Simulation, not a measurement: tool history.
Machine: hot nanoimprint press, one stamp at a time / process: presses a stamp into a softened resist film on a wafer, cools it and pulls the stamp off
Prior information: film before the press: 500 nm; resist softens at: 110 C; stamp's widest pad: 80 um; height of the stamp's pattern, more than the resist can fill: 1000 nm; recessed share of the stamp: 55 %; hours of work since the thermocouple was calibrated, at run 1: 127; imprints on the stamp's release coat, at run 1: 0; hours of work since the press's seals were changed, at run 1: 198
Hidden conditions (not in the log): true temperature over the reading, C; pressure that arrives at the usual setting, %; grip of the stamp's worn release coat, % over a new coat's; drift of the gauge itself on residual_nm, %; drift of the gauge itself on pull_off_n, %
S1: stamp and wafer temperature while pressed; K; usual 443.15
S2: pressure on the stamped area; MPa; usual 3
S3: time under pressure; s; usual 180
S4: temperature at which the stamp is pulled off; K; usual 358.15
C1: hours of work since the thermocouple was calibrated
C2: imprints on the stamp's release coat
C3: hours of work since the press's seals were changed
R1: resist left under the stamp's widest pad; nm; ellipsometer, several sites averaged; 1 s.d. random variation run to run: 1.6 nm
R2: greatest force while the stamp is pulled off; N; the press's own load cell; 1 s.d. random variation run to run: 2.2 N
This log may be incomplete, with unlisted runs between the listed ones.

Run 1, hour 0: usual settings; C1 127; C2 0; C3 198. Result: R1 262.3 nm, R2 97 N.
Run 2, hour 9.4: usual settings but S4 364.15 K; C1 133; C2 41; C3 204. Result: R1 260.6 nm, R2 82 N.
Run 3, hour 19.8: usual settings but S2 3.3 MPa; C1 139; C2 87; C3 210. Result: R1 250.5 nm, R2 100 N.
Run 4, hour 29.6: usual settings; C1 145; C2 130; C3 217. Result: R1 260.6 nm, R2 102 N.
Run 5, hour 40.1: usual settings; C1 152; C2 176; C3 223. Result: R1 259.2 nm, R2 98 N.
Run 6, hour 49.8: usual settings; C1 158; C2 218; C3 229. Result: R1 261.6 nm, R2 99 N.
Run 7, hour 59.9: usual settings but S3 350 s; C1 165; C2 263; C3 236. Result: R1 204.8 nm, R2 99 N.
Run 8, hour 69.8: usual settings but S1 446.15 K; C1 171; C2 306; C3 242. Result: R1 231.2 nm, R2 98 N.
Run 9, hour 76.4: usual settings but S1 446.15 K; C1 175; C2 335; C3 246. Result: R1 235.2 nm, R2 102 N.
Run 10, hour 87: usual settings but S1 446.15 K, S2 2.7 MPa; C1 182; C2 382; C3 253. Result: R1 245.6 nm, R2 101 N.
Run 11, hour 95.6: usual settings; C1 187; C2 420; C3 258. Result: R1 260.7 nm, R2 100 N.
Run 12, hour 105.6: usual settings; C1 193; C2 463; C3 265. Result: R1 260.5 nm, R2 99 N.
Run 13, hour 111.9: usual settings but S4 360.15 K; C1 197; C2 491; C3 269. Result: R1 263.3 nm, R2 96 N.
Run 14, hour 122.8: usual settings but S4 360.15 K; C1 204; C2 539; C3 276. Result: R1 263.3 nm, R2 90 N.
Run 15, hour 134.6: usual settings but S4 360.15 K; C1 212; C2 591; C3 283. Result: R1 262.5 nm, R2 96 N.
Run 16, hour 145.8: usual settings but S3 338 s, S4 361.15 K; C1 219; C2 640; C3 290. Result: R1 209.1 nm, R2 88 N.
Run 17, hour 156.9: usual settings but S2 2.69 MPa, S3 338 s, S4 345.15 K; C1 226; C2 689; C3 297. Result: R1 222.1 nm, R2 140 N.
Run 18, hour 162.2: usual settings but S1 451.15 K, S2 2.69 MPa, S3 338 s, S4 356.15 K; C1 229; C2 712; C3 301. Result: R1 162.2 nm, R2 107 N.
Run 19, hour 168.7: usual settings but S1 451.15 K, S2 2.69 MPa, S3 338 s, S4 356.15 K; C1 233; C2 740; C3 305. Result: R1 161.2 nm, R2 103 N.
Run 20, hour 177.1: usual settings but S1 451.15 K, S2 2.69 MPa, S3 338 s, S4 357.15 K; C1 239; C2 777; C3 310. Result: R1 160.8 nm, R2 109 N.
Run 21, hour 185.7: usual settings but S2 2.9 MPa, S4 355.15 K; C1 244; C2 815; C3 315. Result: R1 263.3 nm, R2 111 N.
Run 22, hour 197: usual settings but S1 452.15 K, S2 4.42 MPa, S3 152 s, S4 355.15 K; C1 251; C2 864; C3 323. Result: R1 163.5 nm, R2 114 N.
Run 23, hour 209.2: usual settings but S1 451.15 K, S2 3.36 MPa, S3 184 s, S4 361.15 K; C1 259; C2 918; C3 330. Result: R1 182.1 nm, R2 93 N.
Run 24, hour 220.9: usual settings but S1 451.15 K, S2 3.36 MPa, S3 212 s, S4 348.15 K; C1 266; C2 970; C3 338. Result: R1 173.2 nm, R2 131 N.
Run 25, hour 226.7: usual settings but S1 445.15 K, S2 1.91 MPa, S4 344.15 K; C1 270; C2 995; C3 341. Result: R1 293.9 nm, R2 147 N.
At hour 239.2: stamp cleaned and given a new release coat.
Run 26, hour 239.9: usual settings but S1 437.15 K, S2 2.12 MPa, S3 207 s, S4 359.15 K; C1 275; C2 3; C3 346. Result: R1 350.2 nm, R2 94 N.
Run 27, hour 248.1: usual settings but S1 437.15 K, S2 2.12 MPa, S3 207 s, S4 359.15 K; C1 280; C2 40; C3 351. Result: R1 352.6 nm, R2 95 N.
Run 28, hour 257.5: usual settings but S1 433.15 K, S2 2.12 MPa, S3 207 s, S4 357.15 K; C1 286; C2 81; C3 357. Result: R1 391.3 nm, R2 103 N.
Run 29, hour 265.7: usual settings but S1 451.15 K, S2 4.02 MPa, S3 106 s; C1 291; C2 117; C3 362. Result: R1 204.2 nm, R2 101 N.

Some steps in R2 between neighbouring runs. How much of each would the tool show without its hidden state too (settings, what came in, random variation), and how much is left for the hidden state, with any gauge scatter that isn't in both results?
Run 3 -> 4: S2 3.3 -> 3. R2 +2 N: hidden state +1, all else +1.
Run 16 -> 17: S2 3 -> 2.69, S4 361.15 -> 345.15. R2 +52 N: hidden state +1, all else +51.
Run 25 -> 26: S1 445.15 -> 437.15, S2 1.91 -> 2.12, S3 180 -> 207, S4 344.15 -> 359.15, stamp cleaned and given a new release coat. R2 -53 N: hidden state -2, all else -51.

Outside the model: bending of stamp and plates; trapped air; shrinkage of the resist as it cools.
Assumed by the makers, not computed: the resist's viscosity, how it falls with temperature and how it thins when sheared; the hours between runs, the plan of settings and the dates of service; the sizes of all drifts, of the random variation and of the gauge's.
